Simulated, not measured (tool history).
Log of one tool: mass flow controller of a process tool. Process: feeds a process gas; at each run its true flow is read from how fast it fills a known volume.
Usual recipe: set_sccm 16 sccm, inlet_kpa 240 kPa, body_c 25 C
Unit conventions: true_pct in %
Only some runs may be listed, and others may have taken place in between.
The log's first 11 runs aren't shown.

run      day  set_sccm  inlet_kpa  body_c  hours of work since the controller was set to zero  hours of work since the controller was changed  true_pct
 12   159.75        16        240      25                                                1318                                            6811     99.31
 13  180.321        16        240      25                                                1468                                            6961     99.26
 14  193.112        16        240      25                                                1561                                            7054     99.27
 15  204.475        16        240      25                                                1644                                            7137     99.18
 16  220.475        16        240      25                                                1760                                            7254     99.17
 17  230.746        16        240      25                                                1835                                            7328     99.07
 18  253.342         6        224      30                                                2000                                            7493     97.02
 19  268.242         3        240      28                                                2108                                            7601     96.96
 20  284.775         7        240      20                                                2229                                            7722     98.27
 21  298.242         6        240      30                                                2327                                            7820     97.15
 22  317.217        11        205      34                                                2465                                            7958      97.1
 23  330.579        11        205      37                                                2562                                            8055     96.69
 24  345.342        11        264      37                                                2670                                            8163     97.19
 25  363.279        11        264      37                                                2801                                            8294     96.99
 26    383.9        16        240      24                                                2951                                            8444     98.85
 27  402.433        16        240      24                                                3086                                            8579      98.9
 28  411.954        16        240      24                                                3155                                            8648     98.78
 29  429.779         7        240      21                                                3285                                            8778     97.81
 30  449.771        10        141      21                                                3430                                            8924     97.36
 31  461.079        10        190      20                                                3513                                            9006     97.99
 32    482.9        13        151      36                                                3672                                            9165     96.26

Branching from run 32: 5 alternative next runs. What would each branch give?
  A  502.912        14        151      36                                                3817                                            9311         ?
  B  502.912        17        240      35                                                3817                                            9311         ?
  C  502.912         3        248      25                                                3817                                            9311         ?
  D  502.912         6        253      25                                                3817                                            9311         ?
  E  502.912         3        151      36                                                3817                                            9311         ?

run  true_pct
  A     96.36
  B     97.57
  C     96.84
  D     97.17
  E     94.81
Had the tool no hidden state, the same runs would have come out as:
run  true_pct
  A     97.63
  B     98.86
  C     98.14
  D     98.45
  E     96.08

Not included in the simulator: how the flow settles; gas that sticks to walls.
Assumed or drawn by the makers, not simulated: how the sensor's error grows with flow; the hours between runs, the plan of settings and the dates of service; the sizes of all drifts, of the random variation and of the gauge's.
